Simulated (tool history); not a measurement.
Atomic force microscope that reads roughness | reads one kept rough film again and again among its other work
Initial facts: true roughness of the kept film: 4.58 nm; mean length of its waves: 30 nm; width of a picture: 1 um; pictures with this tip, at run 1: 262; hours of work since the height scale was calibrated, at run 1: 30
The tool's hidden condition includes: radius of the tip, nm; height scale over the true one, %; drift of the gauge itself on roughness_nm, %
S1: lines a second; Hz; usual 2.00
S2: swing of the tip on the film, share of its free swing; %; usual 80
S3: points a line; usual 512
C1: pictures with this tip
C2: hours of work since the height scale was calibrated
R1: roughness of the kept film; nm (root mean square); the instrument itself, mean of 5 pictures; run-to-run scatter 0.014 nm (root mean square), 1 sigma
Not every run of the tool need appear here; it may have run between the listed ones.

| run | hour | S1 | S2 | S3 | C1 | C2 | R1 |
|---|---|---|---|---|---|---|---|
| 1 | 0.0 | 2.00 | 80 | 512 | 262 | 30 | 2.723 |
| 2 | 16.4 | 2.00 | 80 | 512 | 286 | 42 | 2.672 |
| 3 | 37.9 | 2.00 | 80 | 512 | 317 | 57 | 2.624 |
|  | 50.7 | new tip fitted |
| 4 | 52.1 | 2.00 | 80 | 512 | 2 | 67 | 3.398 |
| 5 | 77.3 | 2.00 | 80 | 512 | 39 | 85 | 3.285 |
| 6 | 97.0 | 2.00 | 66 | 512 | 67 | 99 | 3.547 |
| 7 | 117.6 | 2.00 | 71 | 512 | 97 | 114 | 3.352 |
| 8 | 129.3 | 2.00 | 71 | 512 | 113 | 123 | 3.285 |
| 9 | 152.7 | 2.00 | 71 | 512 | 147 | 140 | 3.191 |
| 10 | 166.9 | 2.00 | 63 | 512 | 167 | 150 | 3.302 |
| 11 | 192.7 | 2.00 | 63 | 512 | 204 | 168 | 3.219 |
| 12 | 218.4 | 2.00 | 80 | 512 | 241 | 187 | 2.767 |
| 13 | 240.7 | 2.00 | 80 | 512 | 273 | 203 | 2.706 |
| 14 | 253.3 | 2.00 | 80 | 512 | 291 | 212 | 2.684 |
| 15 | 264.9 | 2.00 | 80 | 512 | 308 | 220 | 2.654 |
|  | 283.7 | new tip fitted |
| 16 | 283.7 | 0.56 | 84 | 850 | 0 | 233 | 3.860 |
| 17 | 304.9 | 0.52 | 73 | 959 | 31 | 249 | 3.876 |
| 18 | 326.1 | 0.52 | 73 | 959 | 61 | 264 | 3.764 |
| 19 | 337.6 | 2.23 | 64 | 450 | 78 | 272 | 3.495 |
| 20 | 360.0 | 2.23 | 64 | 450 | 110 | 288 | 3.400 |
| 21 | 370.9 | 2.23 | 84 | 456 | 126 | 296 | 2.837 |
| 22 | 393.0 | 2.23 | 84 | 456 | 157 | 312 | 2.785 |
| 23 | 411.9 | 2.18 | 75 | 871 | 185 | 326 | 2.983 |
| 24 | 423.0 | 1.03 | 70 | 261 | 200 | 334 | 3.231 |
| 25 | 434.3 | 3.46 | 65 | 516 | 217 | 342 | 2.942 |
| 26 | 451.9 | 3.46 | 65 | 516 | 242 | 354 | 2.904 |
| 27 | 473.9 | 3.46 | 65 | 516 | 274 | 370 | 2.882 |
| 28 | 489.5 | 1.78 | 80 | 387 | 296 | 381 | 2.707 |

Each row is a separate what-if for the run after 28, all from the same tool condition, not one after another. Results?
| A | 503.7 | 2.00 | 58 | 512 | 316 | 392 | ? |
| B | 503.7 | 0.79 | 57 | 512 | 316 | 392 | ? |
| C | 503.7 | 1.78 | 80 | 1023 | 316 | 392 | ? |

| run | R1 |
|---|---|
| A | 3.015 |
| B | 3.123 |
| C | 2.686 |
The same runs, with their run-to-run variation unchanged, on a tool lacking any hidden condition would have given:
| run | R1 |
|---|---|
| A | 3.905 |
| B | 4.046 |
| C | 3.481 |
